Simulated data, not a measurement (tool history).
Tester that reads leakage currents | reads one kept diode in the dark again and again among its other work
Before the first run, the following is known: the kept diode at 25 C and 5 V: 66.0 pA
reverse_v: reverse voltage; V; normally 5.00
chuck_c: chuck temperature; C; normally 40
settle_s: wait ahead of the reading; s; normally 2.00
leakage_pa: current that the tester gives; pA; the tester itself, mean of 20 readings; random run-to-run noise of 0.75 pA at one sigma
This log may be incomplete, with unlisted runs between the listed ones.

run     day  reverse_v  chuck_c  settle_s  leakage_pa
  1   0.000       5.00       40      2.00      249.93
  2   2.033       5.00       40      2.00      249.55
  3   4.742       5.00       40      2.00      248.85
  4   7.358      12.03       40      2.00      334.72
  5   9.458      12.03       40      2.00      334.03
  6  11.008       5.00       40      2.00      249.79
  7  13.917       5.00       40      0.82      249.42
  8  16.817       5.00       40      2.00      249.73
  9  18.442       5.00       40      2.00      250.30
 10  20.371       5.00       40      2.00      249.69
 11  22.525       1.08       40      0.51      150.05
 12  25.504       5.00       23      6.22       55.06
 13  28.767       5.00       23      5.04       54.98
 14  32.388       8.20       32      5.06      147.58
 15  34.596       8.20       32      5.06      147.79
 16  36.496       2.69       24      5.77       48.96

Consider 3 possible next runs. They are alternatives, not a sequence: every one starts from the tool as it was left by run 16. What does each give?
  A  38.325      14.45       30      1.05           ?
  B  38.325       2.69       24      0.77           ?
  C  38.325       1.76       21      5.77           ?

run  leakage_pa
  A      150.57
  B       49.35
  C       32.04
Without the tool's hidden state the same runs would have given:
run  leakage_pa
  A      150.39
  B       49.30
  C       32.00
